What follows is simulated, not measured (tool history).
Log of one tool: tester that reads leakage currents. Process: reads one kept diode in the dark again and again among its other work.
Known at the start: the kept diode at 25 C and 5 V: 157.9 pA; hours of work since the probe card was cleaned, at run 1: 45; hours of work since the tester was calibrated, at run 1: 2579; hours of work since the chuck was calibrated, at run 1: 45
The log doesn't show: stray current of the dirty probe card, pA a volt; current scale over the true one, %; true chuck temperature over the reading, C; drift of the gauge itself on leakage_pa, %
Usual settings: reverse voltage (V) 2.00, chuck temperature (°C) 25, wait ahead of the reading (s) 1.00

run      day  reverse voltage (V)  chuck temperature (°C)  wait ahead of the reading (s)  hours of work since the probe card was cleaned  hours of work since the tester was calibrated  hours of work since the chuck was calibrated  current that the tester gives (pA)
  1    0.000                 2.00                      25                           1.00                                              45                                           2579                                            45                               95.95
  2    5.729                 2.00                      25                           1.00                                             133                                           2667                                           133                               94.03
  3   11.667                 2.00                      32                           1.00                                             223                                           2757                                           223                              154.14
  4   16.767                 2.61                      25                           1.00                                             301                                           2835                                           301                              105.17
  5   20.938                16.18                      25                           1.00                                             365                                           2899                                           365                              283.39
  6   23.958                16.18                      25                           1.00                                             411                                           2945                                           411                              281.88
  7   27.429                16.18                      25                           1.00                                             464                                           2998                                           464                              278.56
  8   31.442                16.18                      25                           1.00                                             526                                           3060                                           526                              274.61
  9   35.058                16.18                      25                           1.00                                             581                                           3115                                           581                              273.71
 10   40.921                16.18                      25                           1.00                                             671                                           3205                                           671                              266.92
 11   43.583                 2.00                      46                           1.00                                             712                                           3246                                           712                              368.88
      45.650  -- chuck's temperature calibrated
 12   48.988                 2.00                      25                           1.00                                             793                                           3327                                            51                               94.55
 13   54.488                 2.00                      25                           1.00                                             877                                           3411                                           135                               93.27
 14   59.929                 2.00                      22                           1.00                                             960                                           3494                                           218                               72.99
 15   62.812                 2.00                      22                           1.00                                            1004                                           3538                                           263                               72.51
 16   66.112                 3.68                      25                           1.00                                            1055                                           3589                                           313                              126.18
 17   69.221                17.95                      25                           1.00                                            1103                                           3637                                           361                              300.81
 18   72.042                 1.65                      25                           1.00                                            1146                                           3680                                           404                               79.39
 19   74.854                 2.00                      25                           1.00                                            1189                                           3723                                           447                               87.40
 20   80.242                 2.00                      40                           1.00                                            1271                                           3805                                           529                              252.77
 21   84.433                15.33                      54                           0.38                                            1335                                           3869                                           593                             1912.32
 22   89.450                 2.00                      37                           0.62                                            1412                                           3946                                           670                              199.60
      94.104  -- chuck's temperature calibrated
 23   95.008                 2.00                      32                           1.00                                            1496                                           4030                                            14                              162.08
 24   99.500                 2.00                      32                           1.00                                            1564                                           4099                                            83                              159.95
 25  103.196                13.94                      40                           0.64                                            1621                                           4155                                           139                              798.06
 26  107.696                13.94                      40                           0.64                                            1690                                           4224                                           208                              792.13
 27  113.450                13.94                      40                           0.64                                            1778                                           4312                                           296                              780.15
 28  118.575                13.94                      40                           0.64                                            1856                                           4390                                           374                              765.85
 29  124.304                13.94                      40                           0.64                                            1944                                           4478                                           462                              753.35
 30  128.229                 2.06                      25                           1.58                                            2004                                           4538                                           522                               88.43
 31  131.154                 5.62                      46                           2.27                                            2049                                           4583                                           567                              664.46
 32  134.083                 1.48                      28                           1.00                                            2094                                           4628                                           612                               90.36
 33  137.071                 7.47                      46                           0.71                                            2139                                           4673                                           657                              761.78
     142.650  -- chuck's temperature calibrated
 34  142.825                 1.95                      43                           1.00                                            2226                                           4760                                             3                              345.44
 35  145.546                 5.68                      20                           0.93                                            2268                                           4802                                            44                              120.41
 36  148.225                 3.12                      22                           3.89                                            2309                                           4843                                            85                               98.49
 37  154.267                 3.18                      59                           7.29                                            2401                                           4935                                           178                             1196.26
 38  157.746                 3.73                      59                           7.29                                            2454                                           4988                                           231                             1294.12
 39  160.900                 2.59                      25                           0.70                                            2503                                           5037                                           279                              106.60

3 ways to go on from here, each from the tool as it stands after run 39. What would each give?
  A  167.233                 1.18                      58                           1.00                                            2599                                           5133                                           376                                   ?
  B  167.233                 2.00                      24                           1.00                                            2599                                           5133                                           376                                   ?
  C  167.233                 1.42                      40                           0.31                                            2599                                           5133                                           376                                   ?

run  current that the tester gives (pA)
  A                              633.95
  B                               84.14
  C                              220.02
Without the tool's hidden state the same runs would have given:
run  current that the tester gives (pA)
  A                              664.12
  B                               88.93
  C                              231.91
